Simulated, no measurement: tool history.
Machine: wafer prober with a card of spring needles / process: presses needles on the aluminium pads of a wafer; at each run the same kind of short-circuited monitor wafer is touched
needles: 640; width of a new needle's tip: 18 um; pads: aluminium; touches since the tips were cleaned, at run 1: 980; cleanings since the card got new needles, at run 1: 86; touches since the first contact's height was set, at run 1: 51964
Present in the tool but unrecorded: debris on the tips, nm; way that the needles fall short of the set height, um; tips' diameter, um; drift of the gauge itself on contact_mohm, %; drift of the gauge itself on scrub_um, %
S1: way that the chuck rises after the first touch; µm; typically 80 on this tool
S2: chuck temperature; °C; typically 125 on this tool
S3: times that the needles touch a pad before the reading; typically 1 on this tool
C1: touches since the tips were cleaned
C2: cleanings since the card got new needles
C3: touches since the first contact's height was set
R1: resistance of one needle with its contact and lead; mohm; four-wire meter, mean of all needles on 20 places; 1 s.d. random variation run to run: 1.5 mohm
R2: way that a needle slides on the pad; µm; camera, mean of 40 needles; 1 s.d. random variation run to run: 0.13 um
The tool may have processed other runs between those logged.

| run | hour | S1 | S2 | S3 | C1 | C2 | C3 | R1 | R2 |
|---|---|---|---|---|---|---|---|---|---|
| 1 | 0.0 | 80 | 125 | 1 | 980 | 86 | 51964 | 240 | 14.36 |
|  | 2.8 | tips cleaned on abrasive film |
|  | 9.6 | tips cleaned on abrasive film |
|  | 16.3 | tips cleaned on abrasive film |
|  | 22.9 | tips cleaned on abrasive film |
| 2 | 27.3 | 80 | 125 | 1 | 1246 | 90 | 59698 | 269 | 14.32 |
|  | 28.7 | tips cleaned on abrasive film |
|  | 35.7 | tips cleaned on abrasive film |
| 3 | 41.1 | 63 | 125 | 1 | 1574 | 92 | 63629 | 376 | 10.98 |
|  | 42.5 | tips cleaned on abrasive film |
|  | 49.1 | tips cleaned on abrasive film |
|  | 54.7 | tips cleaned on abrasive film |
| 4 | 59.9 | 63 | 38 | 1 | 1495 | 95 | 68956 | 381 | 10.95 |
|  | 61.4 | tips cleaned on abrasive film |
|  | 68.2 | tips cleaned on abrasive film |
|  | 74.9 | tips cleaned on abrasive film |
| 5 | 79.3 | 92 | 125 | 1 | 1261 | 98 | 74438 | 228 | 16.44 |
|  | 80.7 | tips cleaned on abrasive film |
|  | 87.6 | tips cleaned on abrasive film |
|  | 93.2 | tips cleaned on abrasive film |
| 6 | 93.8 | 92 | 125 | 1 | 168 | 101 | 78538 | 169 | 16.30 |
|  | 99.2 | tips cleaned on abrasive film |
|  | 105.3 | tips cleaned on abrasive film |
| 7 | 105.3 | 92 | 125 | 1 | 0 | 103 | 81799 | 159 | 16.35 |
|  | 110.9 | tips cleaned on abrasive film |
|  | 117.5 | tips cleaned on abrasive film |
| 8 | 120.9 | 92 | 125 | 1 | 963 | 105 | 86216 | 218 | 16.55 |
|  | 123.7 | tips cleaned on abrasive film |
|  | 129.3 | tips cleaned on abrasive film |
|  | 134.9 | tips cleaned on abrasive film |
|  | 140.5 | tips cleaned on abrasive film |
| 9 | 144.7 | 92 | 125 | 1 | 1220 | 109 | 92968 | 235 | 16.09 |
|  | 146.2 | tips cleaned on abrasive film |
|  | 152.9 | tips cleaned on abrasive film |
|  | 158.6 | height of the first contact set anew |
|  | 160.1 | tips cleaned on abrasive film |
|  | 166.9 | tips cleaned on abrasive film |
| 10 | 169.2 | 92 | 125 | 3 | 662 | 113 | 2997 | 166 | 17.48 |
|  | 173.2 | tips cleaned on abrasive film |
|  | 180.0 | tips cleaned on abrasive film |
| 11 | 185.4 | 92 | 125 | 3 | 1563 | 115 | 7615 | 179 | 17.28 |
|  | 186.9 | tips cleaned on abrasive film |
|  | 192.5 | tips cleaned on abrasive film |
|  | 199.1 | tips cleaned on abrasive film |
|  | 204.7 | tips cleaned on abrasive film |
| 12 | 205.7 | 92 | 125 | 3 | 281 | 119 | 13338 | 159 | 17.36 |
|  | 211.2 | tips cleaned on abrasive film |
|  | 216.8 | tips cleaned on abrasive film |
| 13 | 221.6 | 80 | 125 | 1 | 1382 | 121 | 17866 | 281 | 14.57 |
|  | 223.1 | tips cleaned on abrasive film |
|  | 228.7 | tips cleaned on abrasive film |
|  | 234.3 | tips cleaned on abrasive film |
|  | 239.9 | tips cleaned on abrasive film |
|  | 246.2 | tips cleaned on abrasive film |
| 14 | 248.4 | 80 | 125 | 1 | 619 | 126 | 25414 | 229 | 14.57 |
|  | 252.3 | tips cleaned on abrasive film |
|  | 259.2 | tips cleaned on abrasive film |
|  | 266.0 | tips cleaned on abrasive film |
|  | 272.8 | tips cleaned on abrasive film |
| 15 | 273.7 | 100 | 125 | 3 | 242 | 130 | 32588 | 152 | 18.64 |
|  | 279.2 | tips cleaned on abrasive film |
|  | 285.6 | tips cleaned on abrasive film |
|  | 291.5 | tips cleaned on abrasive film |
| 16 | 291.5 | 74 | 40 | 2 | 0 | 133 | 37636 | 149 | 13.44 |
|  | 297.1 | tips cleaned on abrasive film |
|  | 302.7 | tips cleaned on abrasive film |
| 17 | 302.7 | 74 | 40 | 2 | 0 | 135 | 40801 | 152 | 13.50 |
|  | 308.3 | tips cleaned on abrasive film |
|  | 315.1 | tips cleaned on abrasive film |
|  | 321.8 | tips cleaned on abrasive film |
|  | 327.4 | tips cleaned on abrasive film |
| 18 | 330.0 | 80 | 107 | 2 | 758 | 139 | 48554 | 200 | 14.33 |
|  | 334.0 | tips cleaned on abrasive film |
|  | 340.8 | tips cleaned on abrasive film |
| 19 | 341.8 | 80 | 39 | 2 | 303 | 141 | 51887 | 174 | 14.18 |
|  | 347.4 | tips cleaned on abrasive film |
|  | 354.1 | tips cleaned on abrasive film |
| 20 | 355.5 | 94 | 39 | 2 | 401 | 143 | 55771 | 158 | 16.96 |
|  | 361.1 | tips cleaned on abrasive film |
|  | 368.0 | tips cleaned on abrasive film |
|  | 373.6 | tips cleaned on abrasive film |
|  | 379.2 | tips cleaned on abrasive film |
| 21 | 379.6 | 93 | 44 | 2 | 119 | 147 | 62585 | 145 | 16.95 |
|  | 385.2 | tips cleaned on abrasive film |
|  | 390.8 | tips cleaned on abrasive film |
|  | 397.5 | tips cleaned on abrasive film |
| 22 | 401.0 | 93 | 44 | 2 | 1002 | 150 | 68662 | 194 | 16.70 |
|  | 403.6 | tips cleaned on abrasive film |
|  | 409.2 | tips cleaned on abrasive film |
|  | 415.7 | tips cleaned on abrasive film |
| 23 | 420.4 | 93 | 77 | 1 | 1348 | 153 | 74145 | 268 | 17.00 |
|  | 421.8 | tips cleaned on abrasive film |
|  | 428.6 | tips cleaned on abrasive film |
|  | 435.3 | tips cleaned on abrasive film |
|  | 442.0 | tips cleaned on abrasive film |
| 24 | 446.7 | 93 | 77 | 1 | 1343 | 157 | 81618 | 259 | 16.50 |
|  | 448.2 | tips cleaned on abrasive film |
|  | 455.2 | tips cleaned on abrasive film |
|  | 461.9 | tips cleaned on abrasive film |
| 25 | 464.9 | 61 | 125 | 1 | 848 | 160 | 86763 | 364 | 10.40 |
|  | 467.7 | tips cleaned on abrasive film |
|  | 474.6 | tips cleaned on abrasive film |
| 26 | 477.5 | 61 | 125 | 1 | 813 | 162 | 90323 | 386 | 10.31 |

4 ways to go on from here, each from the tool as it stands after run 26. What would each give?
|  | 480.3 | tips cleaned on abrasive film |
|  | 485.9 | tips cleaned on abrasive film |
| A | 490.0 | 93 | 33 | 3 | 1189 | 164 | 93879 | ? | ? |
|  | 480.3 | tips cleaned on abrasive film |
|  | 485.9 | tips cleaned on abrasive film |
| B | 490.0 | 81 | 98 | 1 | 1189 | 164 | 93879 | ? | ? |
|  | 480.3 | tips cleaned on abrasive film |
|  | 485.9 | tips cleaned on abrasive film |
| C | 490.0 | 89 | 125 | 2 | 1189 | 164 | 93879 | ? | ? |
|  | 480.3 | tips cleaned on abrasive film |
|  | 485.9 | tips cleaned on abrasive film |
| D | 490.0 | 63 | 41 | 2 | 1189 | 164 | 93879 | ? | ? |

| run | R1 | R2 |
|---|---|---|
| A | 180 | 16.16 |
| B | 299 | 14.16 |
| C | 222 | 15.36 |
| D | 314 | 10.83 |
What these runs would have given with no unlogged condition in the tool:
| run | R1 | R2 |
|---|---|---|
| A | 129 | 17.22 |
| B | 140 | 15.23 |
| C | 143 | 16.42 |
| D | 136 | 11.90 |
